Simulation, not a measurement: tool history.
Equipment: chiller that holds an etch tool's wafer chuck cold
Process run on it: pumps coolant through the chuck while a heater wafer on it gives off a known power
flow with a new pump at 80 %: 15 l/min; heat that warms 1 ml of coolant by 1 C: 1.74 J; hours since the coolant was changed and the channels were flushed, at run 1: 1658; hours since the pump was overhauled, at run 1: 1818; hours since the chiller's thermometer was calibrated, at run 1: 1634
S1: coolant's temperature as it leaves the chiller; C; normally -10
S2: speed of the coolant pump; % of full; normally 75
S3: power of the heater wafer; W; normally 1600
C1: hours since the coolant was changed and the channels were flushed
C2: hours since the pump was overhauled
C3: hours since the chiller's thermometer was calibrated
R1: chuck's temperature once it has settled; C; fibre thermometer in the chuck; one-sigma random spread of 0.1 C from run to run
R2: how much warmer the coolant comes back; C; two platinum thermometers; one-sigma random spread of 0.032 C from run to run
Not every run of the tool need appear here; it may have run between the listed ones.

Run 1, hour 0: usual settings; C1 1658; C2 1818; C3 1634. Result: R1 7.1 C, R2 4.08 C.
Run 2, hour 32: usual settings but S1 -12 C; C1 1690; C2 1850; C3 1666. Result: R1 5.1 C, R2 4.03 C.
Run 3, hour 66.9: usual settings but S1 -20 C; C1 1725; C2 1885; C3 1700. Result: R1 -2.9 C, R2 4.03 C.
Run 4, hour 96.3: usual settings but S1 -20 C; C1 1754; C2 1914; C3 1730. Result: R1 -3 C, R2 4.05 C.
Run 5, hour 158.9: usual settings but S1 -20 C; C1 1817; C2 1977; C3 1793. Result: R1 -2.8 C, R2 4.08 C.
Run 6, hour 213: usual settings but S1 -20 C; C1 1871; C2 2031; C3 1847. Result: R1 -2.8 C, R2 4.07 C.
Run 7, hour 274.7: usual settings but S1 -20 C; C1 1932; C2 2093; C3 1908. Result: R1 -2.9 C, R2 4.06 C.
Run 8, hour 328.8: usual settings but S1 -20 C; C1 1986; C2 2147; C3 1962. Result: R1 -2.7 C, R2 4.12 C.
At hour 337.5: coolant pump overhauled.
Run 9, hour 383.7: usual settings but S1 -18 C, S2 76 % of full, S3 882 W; C1 2036; C2 46; C3 2012. Result: R1 -8.2 C, R2 2.22 C.
Run 10, hour 431: usual settings but S1 -6 C, S2 70 % of full, S3 875 W; C1 2084; C2 93; C3 2060. Result: R1 4.1 C, R2 2.45 C.
Run 11, hour 465.6: usual settings but S2 80 % of full; C1 2118; C2 128; C3 2094. Result: R1 7.1 C, R2 4 C.
At hour 515.7: coolant pump overhauled, once more.
Run 12, hour 518.6: usual settings but S2 80 % of full; C1 2166; C2 3; C3 2142. Result: R1 6.4 C, R2 3.81 C.
Run 13, hour 551.9: usual settings but S2 88 % of full, S3 1149 W; C1 2200; C2 36; C3 2175. Result: R1 1.2 C, R2 2.44 C.
At hour 583.2: chiller's thermometer calibrated.
Run 14, hour 610.5: usual settings but S1 -4 C, S2 92 % of full, S3 2024 W; C1 2257; C2 94; C3 27. Result: R1 15.1 C, R2 4.09 C.
Run 15, hour 676.5: usual settings but S1 -2 C, S3 1498 W; C1 2323; C2 160; C3 93. Result: R1 13.9 C, R2 3.7 C.

Forecast each of these 4 alternatives for the next run:
Run A, hour 717.3: usual settings but S1 -15 C, S3 913 W; C1 2364; C2 201; C3 134. Result: R1 ?, R2 ?.
Run B, hour 717.3: usual settings but S1 -1 C, S2 74 % of full, S3 1807 W; C1 2364; C2 201; C3 134. Result: R1 ?, R2 ?.
Run C, hour 717.3: usual settings but S2 63 % of full, S3 1152 W; C1 2364; C2 201; C3 134. Result: R1 ?, R2 ?.
Run D, hour 717.3: usual settings but S1 -19 C, S2 96 % of full, S3 905 W; C1 2364; C2 201; C3 134. Result: R1 ?, R2 ?.

run     R1    R2
  A   -5.1  2.31
  B   18.6  4.62
  C    3.5  3.38
  D  -10.6  1.78
With no hidden state in the tool, these same runs would have given:
run    R1    R2
  A  -5.6  2.27
  B  17.7  4.53
  C   2.9  3.32
  D   -11  1.75
